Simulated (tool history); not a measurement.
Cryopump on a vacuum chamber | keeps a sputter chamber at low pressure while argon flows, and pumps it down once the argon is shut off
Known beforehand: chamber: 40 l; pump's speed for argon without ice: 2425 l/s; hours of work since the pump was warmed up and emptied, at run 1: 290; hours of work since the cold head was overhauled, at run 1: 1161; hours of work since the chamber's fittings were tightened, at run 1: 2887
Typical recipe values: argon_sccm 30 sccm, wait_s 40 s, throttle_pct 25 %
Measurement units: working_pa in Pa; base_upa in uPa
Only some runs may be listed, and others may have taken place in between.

run	hour	argon_sccm	wait_s	throttle_pct	hours of work since the pump was warmed up and emptied	hours of work since the cold head was overhauled	hours of work since the chamber's fittings were tightened	working_pa	base_upa
1	0	30	40	25	290	1161	2887	0.0896	2.08
2	102.4	30	40	20	335	1207	2932	0.1113	2.14
3	162.5	30	40	25	361	1233	2959	0.0903	1.99
# hour 242.1: pump warmed up, emptied and cooled again
4	278.6	33	40	25	16	1282	3008	0.0917	1.96
5	338.7	24	40	25	43	1309	3035	0.0665	1.9
6	397.5	24	40	25	69	1335	3060	0.0678	2.04
7	486.9	30	40	48	108	1374	3100	0.0458	1.96
8	556	30	40	48	138	1404	3130	0.0464	1.99
9	622.4	30	40	48	168	1434	3160	0.0468	1.98
10	690.1	30	40	45	198	1464	3190	0.0513	2.12

Here are 3 independent what-if runs from the current tool condition. What would each one return?
A	794	20	99	17	243	1509	3235	?	?
B	794	27	34	55	243	1509	3235	?	?
C	794	13	269	25	243	1509	3235	?	?

run	working_pa	base_upa
A	0.0861	1.22
B	0.0391	2.37
C	0.0383	0.86
Without the tool's unlogged condition, the same runs would have read:
run	working_pa	base_upa
A	0.0824	0.72
B	0.0341	1.87
C	0.0359	0.35

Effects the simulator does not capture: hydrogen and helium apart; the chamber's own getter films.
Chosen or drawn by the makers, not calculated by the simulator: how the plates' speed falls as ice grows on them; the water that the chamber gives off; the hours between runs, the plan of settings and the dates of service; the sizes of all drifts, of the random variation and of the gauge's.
